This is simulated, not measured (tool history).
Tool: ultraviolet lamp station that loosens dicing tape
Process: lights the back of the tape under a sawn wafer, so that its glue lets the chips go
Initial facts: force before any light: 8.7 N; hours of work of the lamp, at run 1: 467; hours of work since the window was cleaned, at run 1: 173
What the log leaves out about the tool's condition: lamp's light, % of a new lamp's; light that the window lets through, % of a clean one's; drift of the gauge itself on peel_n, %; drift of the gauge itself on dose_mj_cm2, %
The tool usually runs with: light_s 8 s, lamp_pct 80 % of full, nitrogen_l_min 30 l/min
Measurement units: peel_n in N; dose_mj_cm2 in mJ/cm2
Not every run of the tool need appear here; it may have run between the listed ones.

| run | hour | light_s | lamp_pct | nitrogen_l_min | hours of work of the lamp | hours of work since the window was cleaned | peel_n | dose_mj_cm2 |
|---|---|---|---|---|---|---|---|---|
| 1 | 0 | 8 | 80 | 30 | 467 | 173 | 0.605 | 415 |
| 2 | 59.9 | 8 | 80 | 30 | 499 | 205 | 0.64 | 408 |
| 3 | 94.5 | 8 | 80 | 30 | 517 | 223 | 0.649 | 400 |
| 4 | 149.8 | 8 | 80 | 14 | 546 | 252 | 1.058 | 391 |
| 5 | 189.8 | 8 | 80 | 14 | 567 | 273 | 1.074 | 380 |
|  | 206 | window cleaned of glue's vapour |
| 6 | 237.8 | 8 | 80 | 11 | 593 | 17 | 1.411 | 363 |
| 7 | 274.6 | 8 | 80 | 11 | 612 | 36 | 1.437 | 346 |
| 8 | 337.2 | 8 | 80 | 11 | 645 | 70 | 1.54 | 338 |
| 9 | 373.5 | 8 | 80 | 11 | 665 | 89 | 1.57 | 337 |
| 10 | 432.2 | 8 | 80 | 11 | 696 | 120 | 1.671 | 326 |
|  | 456.1 | window cleaned of glue's vapour, once more |
| 11 | 486.7 | 8 | 80 | 11 | 724 | 16 | 1.002 | 431 |
| 12 | 524.5 | 8 | 80 | 11 | 744 | 36 | 1.044 | 418 |
| 13 | 577.6 | 8 | 80 | 22 | 773 | 64 | 0.711 | 415 |
| 14 | 631.4 | 8 | 80 | 30 | 801 | 93 | 0.641 | 403 |
| 15 | 678 | 8 | 80 | 30 | 826 | 118 | 0.68 | 404 |
| 16 | 723.1 | 8 | 100 | 30 | 850 | 142 | 0.391 | 493 |
| 17 | 751.5 | 8 | 100 | 30 | 865 | 157 | 0.411 | 482 |
| 18 | 809.8 | 8 | 80 | 30 | 896 | 188 | 0.77 | 373 |
| 19 | 847.9 | 8 | 80 | 30 | 916 | 208 | 0.775 | 366 |
| 20 | 894.1 | 7 | 80 | 30 | 940 | 232 | 1.083 | 317 |
| 21 | 938.2 | 8 | 80 | 57 | 964 | 256 | 0.614 | 352 |
| 22 | 975.7 | 8 | 80 | 57 | 984 | 276 | 0.667 | 347 |
|  | 989.5 | window cleaned of glue's vapour |
| 23 | 1021.2 | 4 | 80 | 17 | 1008 | 17 | 2.754 | 205 |
| 24 | 1084.2 | 8 | 65 | 12 | 1041 | 50 | 1.615 | 322 |
| 25 | 1121.8 | 8 | 77 | 12 | 1061 | 70 | 1.314 | 381 |
| 26 | 1187.1 | 8 | 77 | 15 | 1096 | 105 | 1.133 | 361 |
| 27 | 1248.3 | 8 | 77 | 15 | 1128 | 137 | 1.207 | 349 |
| 28 | 1288.5 | 8 | 80 | 30 | 1149 | 159 | 0.782 | 364 |
| 29 | 1330 | 14 | 77 | 30 | 1171 | 181 | 0.249 | 601 |
| 30 | 1383.6 | 7 | 62 | 43 | 1200 | 209 | 1.599 | 235 |
| 31 | 1440.5 | 7 | 62 | 43 | 1230 | 239 | 1.641 | 228 |
| 32 | 1479.8 | 8 | 80 | 15 | 1251 | 260 | 1.384 | 332 |
|  | 1521 | window cleaned of glue's vapour |
| 33 | 1524.4 | 7 | 72 | 30 | 1274 | 2 | 1.166 | 305 |
| 34 | 1574.1 | 11 | 87 | 18 | 1300 | 28 | 0.386 | 563 |
| 35 | 1620.2 | 11 | 87 | 18 | 1325 | 53 | 0.403 | 549 |
| 36 | 1649 | 5 | 94 | 37 | 1340 | 68 | 1.348 | 271 |
| 37 | 1697.8 | 5 | 94 | 37 | 1366 | 94 | 1.353 | 265 |
| 38 | 1738 | 5 | 70 | 30 | 1387 | 115 | 2.424 | 194 |
| 39 | 1770.2 | 5 | 70 | 30 | 1405 | 132 | 2.478 | 193 |
| 40 | 1798.1 | 5 | 70 | 30 | 1419 | 147 | 2.513 | 185 |
|  | 1842.8 | lamp changed |
| 41 | 1862.8 | 5 | 70 | 30 | 11 | 181 | 1.673 | 247 |
| 42 | 1921.5 | 7 | 66 | 38 | 42 | 212 | 0.957 | 317 |
| 43 | 1960.1 | 7 | 93 | 10 | 62 | 232 | 1.027 | 443 |
| 44 | 1990.6 | 7 | 93 | 10 | 78 | 249 | 1.079 | 433 |

Forecast each of these 3 alternatives for the next run:
| A | 2019.8 | 6 | 93 | 10 | 94 | 264 | ? | ? |
| B | 2019.8 | 5 | 93 | 10 | 94 | 264 | ? | ? |
| C | 2019.8 | 11 | 93 | 10 | 94 | 264 | ? | ? |

| run | peel_n | dose_mj_cm2 |
|---|---|---|
| A | 1.443 | 365 |
| B | 1.864 | 303 |
| C | 0.379 | 674 |
Had the tool no hidden state, the same runs would have come out as:
| run | peel_n | dose_mj_cm2 |
|---|---|---|
| A | 1.025 | 438 |
| B | 1.389 | 364 |
| C | 0.239 | 809 |
